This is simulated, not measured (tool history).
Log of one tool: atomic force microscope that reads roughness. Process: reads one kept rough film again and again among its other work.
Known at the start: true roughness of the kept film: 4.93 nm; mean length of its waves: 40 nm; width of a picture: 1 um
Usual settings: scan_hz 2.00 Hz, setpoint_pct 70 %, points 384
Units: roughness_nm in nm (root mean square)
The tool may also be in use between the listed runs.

run	hour	scan_hz	setpoint_pct	points	roughness_nm
1	0.0	2.00	70	384	3.360
2	21.8	2.00	70	384	3.171
3	45.5	2.00	70	384	2.969
# hour 71.0: new tip fitted
4	72.9	2.00	70	384	3.863
5	98.9	2.00	58	384	3.753
6	120.3	2.00	58	384	3.496
7	143.7	2.00	64	384	3.210
8	171.0	2.00	64	384	2.989
# hour 185.2: new tip fitted
9	198.1	3.39	64	384	3.633
10	224.7	2.00	70	384	3.452
11	240.4	2.00	70	384	3.275
12	261.8	2.00	74	384	3.041
13	275.7	2.00	70	384	2.966
14	290.2	0.67	70	384	3.111
# hour 300.0: new tip fitted
15	304.7	0.67	70	447	4.079
16	323.7	0.67	70	447	3.882
17	343.9	2.00	70	617	3.378
18	365.5	2.00	70	384	3.169
19	390.1	2.00	70	384	2.931
20	410.7	2.97	70	749	2.664
# hour 414.9: new tip fitted
21	430.2	2.00	75	311	3.531
22	460.3	2.00	75	311	3.246
23	490.6	2.00	77	257	2.938
24	514.3	0.95	67	963	3.140
# hour 529.0: new tip fitted
25	532.8	0.95	61	402	4.109

Run 26 comes next. What will it give?
26	546.9	0.56	61	402	?

roughness_nm: 3.998 nm (root mean square)
Without the tool's hidden state the same run would have given roughness_nm 4.300 nm (root mean square).

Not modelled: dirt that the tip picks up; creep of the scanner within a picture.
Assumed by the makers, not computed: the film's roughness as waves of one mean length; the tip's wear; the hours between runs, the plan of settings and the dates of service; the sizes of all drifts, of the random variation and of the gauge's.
